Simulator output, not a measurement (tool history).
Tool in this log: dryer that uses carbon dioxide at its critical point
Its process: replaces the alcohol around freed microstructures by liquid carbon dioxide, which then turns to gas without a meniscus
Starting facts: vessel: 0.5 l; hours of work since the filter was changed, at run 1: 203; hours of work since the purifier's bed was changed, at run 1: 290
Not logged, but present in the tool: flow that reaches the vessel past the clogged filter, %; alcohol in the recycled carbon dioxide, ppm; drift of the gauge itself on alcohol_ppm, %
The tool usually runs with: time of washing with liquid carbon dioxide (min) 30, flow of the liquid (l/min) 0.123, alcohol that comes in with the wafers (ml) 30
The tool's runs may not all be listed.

| run | hour | time of washing with liquid carbon dioxide (min) | flow of the liquid (l/min) | alcohol that comes in with the wafers (ml) | hours of work since the filter was changed | hours of work since the purifier's bed was changed | alcohol left in the vessel before it's heated (ppm by volume) |
|---|---|---|---|---|---|---|---|
| 1 | 0.0 | 30 | 0.123 | 30 | 203 | 290 | 249 |
| 2 | 39.3 | 30 | 0.123 | 30 | 221 | 309 | 255 |
| 3 | 72.9 | 30 | 0.123 | 30 | 237 | 325 | 262 |
| 4 | 120.3 | 30 | 0.123 | 30 | 260 | 347 | 289 |
| 5 | 165.5 | 30 | 0.123 | 30 | 281 | 368 | 295 |
| 6 | 221.5 | 30 | 0.123 | 30 | 307 | 395 | 310 |
| 7 | 283.3 | 30 | 0.123 | 30 | 337 | 424 | 326 |
| 8 | 314.5 | 30 | 0.123 | 30 | 351 | 439 | 339 |
| 9 | 375.7 | 30 | 0.123 | 24 | 380 | 467 | 325 |
| 10 | 405.5 | 41 | 0.123 | 24 | 394 | 481 | 212 |
| 11 | 451.0 | 41 | 0.123 | 24 | 416 | 503 | 226 |
| 12 | 478.6 | 23 | 0.102 | 32 | 429 | 516 | 1825 |
|  | 522.4 | purifier's bed changed |
| 13 | 522.4 | 31 | 0.158 | 25 | 448 | 0 | 18 |
| 14 | 585.2 | 31 | 0.158 | 25 | 478 | 30 | 37 |
| 15 | 611.7 | 33 | 0.079 | 90 | 490 | 42 | 3620 |
| 16 | 663.3 | 23 | 0.123 | 62 | 514 | 66 | 1586 |

The same runs without the tool's hidden state, with the same run-to-run variation:
| run | alcohol left in the vessel before it's heated (ppm by volume) |
|---|---|
| 1 | 90 |
| 2 | 88 |
| 3 | 87 |
| 4 | 95 |
| 5 | 87 |
| 6 | 91 |
| 7 | 85 |
| 8 | 84 |
| 9 | 66 |
| 10 | 4 |
| 11 | 7 |
| 12 | 1003 |
| 13 | 6 |
| 14 | 10 |
| 15 | 2001 |
| 16 | 775 |

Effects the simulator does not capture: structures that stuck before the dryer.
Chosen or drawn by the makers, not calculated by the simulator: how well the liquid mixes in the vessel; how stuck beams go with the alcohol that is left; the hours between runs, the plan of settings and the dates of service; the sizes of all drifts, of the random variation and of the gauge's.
